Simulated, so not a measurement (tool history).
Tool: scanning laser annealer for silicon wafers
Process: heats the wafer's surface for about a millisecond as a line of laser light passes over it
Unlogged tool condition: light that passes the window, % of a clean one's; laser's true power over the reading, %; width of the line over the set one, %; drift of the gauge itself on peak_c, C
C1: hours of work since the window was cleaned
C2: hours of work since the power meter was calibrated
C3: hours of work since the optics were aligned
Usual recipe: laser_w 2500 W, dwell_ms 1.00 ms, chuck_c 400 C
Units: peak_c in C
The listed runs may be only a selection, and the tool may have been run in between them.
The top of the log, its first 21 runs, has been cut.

{"run": 22, "hour": 444.0, "laser_w": 2500, "dwell_ms": 1.13, "chuck_c": 414, "C1": 905, "C2": 856, "C3": 1930, "peak_c": 1256}
{"run": 23, "hour": 466.8, "laser_w": 2150, "dwell_ms": 1.0, "chuck_c": 417, "C1": 918, "C2": 870, "C3": 1944, "peak_c": 1073}
{"run": 24, "hour": 484.3, "laser_w": 2609, "dwell_ms": 0.77, "chuck_c": 400, "C1": 929, "C2": 880, "C3": 1954, "peak_c": 1139}
{"run": 25, "hour": 511.5, "laser_w": 2193, "dwell_ms": 1.0, "chuck_c": 388, "C1": 945, "C2": 896, "C3": 1970, "peak_c": 1062}
{"run": 26, "hour": 524.7, "laser_w": 2278, "dwell_ms": 1.01, "chuck_c": 400, "C1": 953, "C2": 904, "C3": 1978, "peak_c": 1109}
{"hour": 552.3, "done": "optics aligned, line set to its width"}
{"run": 27, "hour": 552.6, "laser_w": 2278, "dwell_ms": 0.98, "chuck_c": 368, "C1": 966, "C2": 918, "C3": 0, "peak_c": 1074}
{"run": 28, "hour": 578.4, "laser_w": 2500, "dwell_ms": 1.0, "chuck_c": 388, "C1": 981, "C2": 933, "C3": 15, "peak_c": 1191}
{"hour": 593.3, "done": "window over the wafer cleaned"}
{"run": 29, "hour": 607.2, "laser_w": 2500, "dwell_ms": 0.73, "chuck_c": 365, "C1": 8, "C2": 949, "C3": 31, "peak_c": 1077}
{"run": 30, "hour": 635.8, "laser_w": 2403, "dwell_ms": 0.87, "chuck_c": 440, "C1": 25, "C2": 966, "C3": 48, "peak_c": 1178}
{"run": 31, "hour": 661.2, "laser_w": 2695, "dwell_ms": 0.86, "chuck_c": 400, "C1": 40, "C2": 981, "C3": 63, "peak_c": 1253}

Expected results for the next run?
{"run": 32, "hour": 685.0, "laser_w": 2286, "dwell_ms": 0.86, "chuck_c": 370, "C1": 54, "C2": 995, "C3": 77, "peak_c": "?"}

{"run 32": {"peak_c": 1060}}
With no hidden state in the tool, this same run would have given peak_c 1074 C.
